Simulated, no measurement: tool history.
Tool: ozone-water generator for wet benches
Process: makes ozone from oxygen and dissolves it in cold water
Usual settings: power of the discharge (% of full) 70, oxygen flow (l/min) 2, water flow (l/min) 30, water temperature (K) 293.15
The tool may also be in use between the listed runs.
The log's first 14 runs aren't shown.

run    hour  power of the discharge (% of full)  oxygen flow (l/min)  water flow (l/min)  water temperature (K)  dissolved ozone (ppm)  ozone in the gas ahead of the water (g/m3)
     1615.6  -- contactor cleaned
 15  1711.5                                  91                    2                  30                 293.15                    8.3                                       199.3
 16  1837.2                                  91                    2                  30                 293.15                    8.5                                       198.5
 17  1990.3                                  70                    2                  30                 293.15                      7                                       165.8
     2155.4  -- contactor cleaned, once more
 18  2155.4                                  95                 2.54                  24                 290.15                     12                                       177.7
 19  2268.7                                  41                 3.22                  21                 290.15                      8                                        87.6
 20    2411                                  41                 1.31                  41                 288.15                    3.1                                       145.1
 21  2484.8                                  50                 1.51                  29                 288.15                    5.6                                       153.4
 22  2562.2                                  50                 1.51                  29                 288.15                    5.5                                       153.2
 23  2708.7                                  84                 1.26                  29                 288.15                    7.3                                       237.3
 24  2855.4                                  70                    2                  42                 293.15                    4.7                                         162
       2897  -- water thermometer calibrated
 25  2984.7                                  70                    2                  42                 293.15                    4.8                                       163.4
 26  3116.4                                  85                    2                  20                 293.15                     12                                       185.6
 27  3243.4                                  85                    2                  20                 293.15                   11.9                                       184.7

Forecast run 28:
 28  3341.7                                  85                 1.21                  28                 293.15                      ?                                           ?

dissolved ozone (ppm): 7.6
ozone in the gas ahead of the water (g/m3): 243.3
Without the tool's hidden state the same run would have given dissolved ozone (ppm) 8.8, ozone in the gas ahead of the water (g/m3) 279.
